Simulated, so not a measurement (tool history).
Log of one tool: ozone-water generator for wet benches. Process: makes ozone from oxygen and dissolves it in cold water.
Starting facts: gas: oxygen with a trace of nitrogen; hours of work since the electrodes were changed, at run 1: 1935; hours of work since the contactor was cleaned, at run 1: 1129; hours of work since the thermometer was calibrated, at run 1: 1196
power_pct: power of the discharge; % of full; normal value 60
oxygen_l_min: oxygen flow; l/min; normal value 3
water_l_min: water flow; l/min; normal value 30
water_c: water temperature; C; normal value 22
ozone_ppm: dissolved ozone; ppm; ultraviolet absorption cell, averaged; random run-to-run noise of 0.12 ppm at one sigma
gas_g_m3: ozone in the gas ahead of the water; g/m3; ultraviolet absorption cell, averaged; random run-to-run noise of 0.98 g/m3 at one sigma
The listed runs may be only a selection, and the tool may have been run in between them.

run	hour	power_pct	oxygen_l_min	water_l_min	water_c	hours of work since the electrodes were changed	hours of work since the contactor was cleaned	hours of work since the thermometer was calibrated	ozone_ppm	gas_g_m3
1	0	60	3	30	22	1935	1129	1196	9.7	168.5
2	52.3	60	3	30	22	1976	1170	1236	10	169.4
3	89	60	3	30	22	2004	1199	1265	9.7	166.7
4	118	60	3.75	30	22	2027	1221	1287	10.9	155.8
5	170.3	60	3.75	30	21	2068	1262	1328	10.8	156.7
6	217.9	60	3.75	30	21	2105	1299	1365	10.8	159.2
7	254.3	60	3	30	22	2133	1327	1394	9.8	169.8
8	292.5	60	3	30	22	2163	1357	1423	10.1	171.4
9	352.7	60	3	28	16	2210	1404	1470	10.9	169.5
10	413	43	3	28	16	2257	1451	1517	8.5	131.2
11	467.6	77	2.72	28	16	2299	1494	1560	12.8	214.4
12	495	88	3.22	39	16	2321	1515	1581	10.9	225.9
13	550.5	88	3.22	39	16	2364	1558	1624	10.9	227.2
14	598.6	42	2.69	24	25	2401	1596	1662	8.5	135.5

Run 15 comes next. What will it give?
15	634.3	42	5.04	24	26	2429	1623	1690	?	?

ozone_ppm: 10.3 ppm
gas_g_m3: 110.6 g/m3
Without the tool's hidden state the same run would have given ozone_ppm 10.3 ppm, gas_g_m3 107.9 g/m3.
